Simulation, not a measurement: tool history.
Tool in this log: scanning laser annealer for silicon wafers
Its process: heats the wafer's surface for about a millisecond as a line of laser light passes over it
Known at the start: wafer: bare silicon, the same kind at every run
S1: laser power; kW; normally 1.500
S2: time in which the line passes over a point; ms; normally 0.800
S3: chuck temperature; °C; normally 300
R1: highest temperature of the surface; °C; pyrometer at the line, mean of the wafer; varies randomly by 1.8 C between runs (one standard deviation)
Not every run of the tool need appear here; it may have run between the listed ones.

run   hour     S1     S2   S3    R1
  1    0.0  1.500  0.800  300  1025
  2   21.5  1.500  0.800  300  1026
  3   39.4  1.500  0.800  300  1026
  4   62.4  1.500  0.800  300  1023
  5   79.2  1.500  0.800  300  1022
  6  100.2  1.500  0.800  300  1022
  7  112.1  1.500  0.800  336  1058
  8  134.5  1.500  0.800  336  1058
  9  155.1  1.500  0.800  336  1057
     158.7  -- window over the wafer cleaned
 10  172.2  1.500  0.800  316  1020
 11  190.6  1.549  0.800  300  1030
 12  212.7  1.402  0.708  308   921
 13  228.6  1.500  0.658  316   958
 14  239.9  1.343  0.800  300   905
     247.1  -- window over the wafer cleaned, once more
 15  264.1  1.500  0.678  300   988
 16  279.7  1.416  0.825  301   995
 17  294.2  1.522  0.800  300  1049
 18  314.9  1.522  0.800  300  1053
 19  329.6  1.645  0.745  325  1128
 20  352.6  1.429  0.800  297   985
 21  373.4  1.429  0.800  297   984

Alternative continuations, all from the tool just after run 21; predict every row:
  A  392.7  1.318  0.661  262   ?
  B  392.7  1.429  0.800  278   ?
  C  392.7  1.528  0.749  301   ?
  D  392.7  1.500  0.764  300   ?
  E  392.7  1.332  0.652  281   ?

run    R1
  A   833
  B   964
  C  1029
  D  1018
  E   855
What these runs would have given with no unlogged condition in the tool:
run    R1
  A   846
  B   979
  C  1045
  D  1034
  E   868
